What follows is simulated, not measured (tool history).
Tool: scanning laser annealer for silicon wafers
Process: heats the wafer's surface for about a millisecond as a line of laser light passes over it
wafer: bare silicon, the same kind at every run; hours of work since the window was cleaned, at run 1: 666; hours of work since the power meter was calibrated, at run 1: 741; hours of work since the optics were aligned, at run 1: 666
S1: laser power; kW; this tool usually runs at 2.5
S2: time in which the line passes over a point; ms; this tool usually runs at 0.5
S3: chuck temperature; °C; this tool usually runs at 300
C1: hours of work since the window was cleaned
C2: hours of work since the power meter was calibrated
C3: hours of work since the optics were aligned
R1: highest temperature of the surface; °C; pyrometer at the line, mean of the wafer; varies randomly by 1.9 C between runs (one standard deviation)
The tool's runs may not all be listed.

{"run": 1, "day": 0.0, "S1": 2.5, "S2": 0.5, "S3": 300, "C1": 666, "C2": 741, "C3": 666, "R1": 1034}
{"day": 3.258, "done": "window over the wafer cleaned"}
{"run": 2, "day": 3.3, "S1": 2.5, "S2": 0.5, "S3": 300, "C1": 1, "C2": 802, "C3": 726, "R1": 1058}
{"day": 4.554, "done": "optics aligned, line set to its width"}
{"run": 3, "day": 5.846, "S1": 2.5, "S2": 0.5, "S3": 300, "C1": 45, "C2": 845, "C3": 24, "R1": 1073}
{"run": 4, "day": 9.45, "S1": 2.5, "S2": 0.5, "S3": 300, "C1": 112, "C2": 913, "C3": 92, "R1": 1067}
{"run": 5, "day": 12.067, "S1": 2.5, "S2": 0.369, "S3": 300, "C1": 161, "C2": 962, "C3": 141, "R1": 950}
{"run": 6, "day": 15.454, "S1": 2.5, "S2": 0.369, "S3": 300, "C1": 224, "C2": 1025, "C3": 204, "R1": 945}
{"run": 7, "day": 17.654, "S1": 2.621, "S2": 0.369, "S3": 300, "C1": 265, "C2": 1066, "C3": 245, "R1": 979}
{"run": 8, "day": 19.954, "S1": 2.621, "S2": 0.369, "S3": 300, "C1": 309, "C2": 1109, "C3": 288, "R1": 970}
{"run": 9, "day": 22.288, "S1": 2.621, "S2": 0.371, "S3": 300, "C1": 352, "C2": 1153, "C3": 332, "R1": 968}
{"run": 10, "day": 24.071, "S1": 2.621, "S2": 0.371, "S3": 300, "C1": 386, "C2": 1186, "C3": 365, "R1": 971}
{"run": 11, "day": 27.842, "S1": 2.621, "S2": 0.371, "S3": 307, "C1": 456, "C2": 1257, "C3": 436, "R1": 971}
{"run": 12, "day": 31.558, "S1": 2.621, "S2": 0.524, "S3": 307, "C1": 526, "C2": 1327, "C3": 505, "R1": 1107}
{"run": 13, "day": 33.746, "S1": 2.5, "S2": 0.5, "S3": 307, "C1": 567, "C2": 1368, "C3": 546, "R1": 1048}
{"run": 14, "day": 35.954, "S1": 2.5, "S2": 0.5, "S3": 307, "C1": 608, "C2": 1409, "C3": 588, "R1": 1042}
{"run": 15, "day": 38.483, "S1": 2.461, "S2": 0.546, "S3": 261, "C1": 655, "C2": 1456, "C3": 635, "R1": 1015}
{"run": 16, "day": 40.55, "S1": 2.456, "S2": 0.432, "S3": 307, "C1": 694, "C2": 1495, "C3": 674, "R1": 971}
{"day": 42.342, "done": "window over the wafer cleaned"}
{"run": 17, "day": 42.888, "S1": 2.5, "S2": 0.369, "S3": 277, "C1": 10, "C2": 1537, "C3": 716, "R1": 919}
{"day": 44.446, "done": "optics aligned, line set to its width"}
{"run": 18, "day": 44.8, "S1": 2.5, "S2": 0.369, "S3": 277, "C1": 42, "C2": 1569, "C3": 7, "R1": 933}
{"run": 19, "day": 48.183, "S1": 2.5, "S2": 0.369, "S3": 277, "C1": 105, "C2": 1632, "C3": 70, "R1": 927}
{"run": 20, "day": 49.962, "S1": 2.509, "S2": 0.471, "S3": 268, "C1": 139, "C2": 1666, "C3": 103, "R1": 1012}
{"run": 21, "day": 52.488, "S1": 2.5, "S2": 0.54, "S3": 290, "C1": 186, "C2": 1713, "C3": 150, "R1": 1082}

Predict the results of run 22:
{"run": 22, "day": 54.288, "S1": 2.5, "S2": 0.571, "S3": 266, "C1": 220, "C2": 1747, "C3": 184, "R1": "?"}

Run 22 measured R1 1080 °C.
With the hidden condition absent and the run-to-run variation left alone, this run would have shown R1 1109 °C.
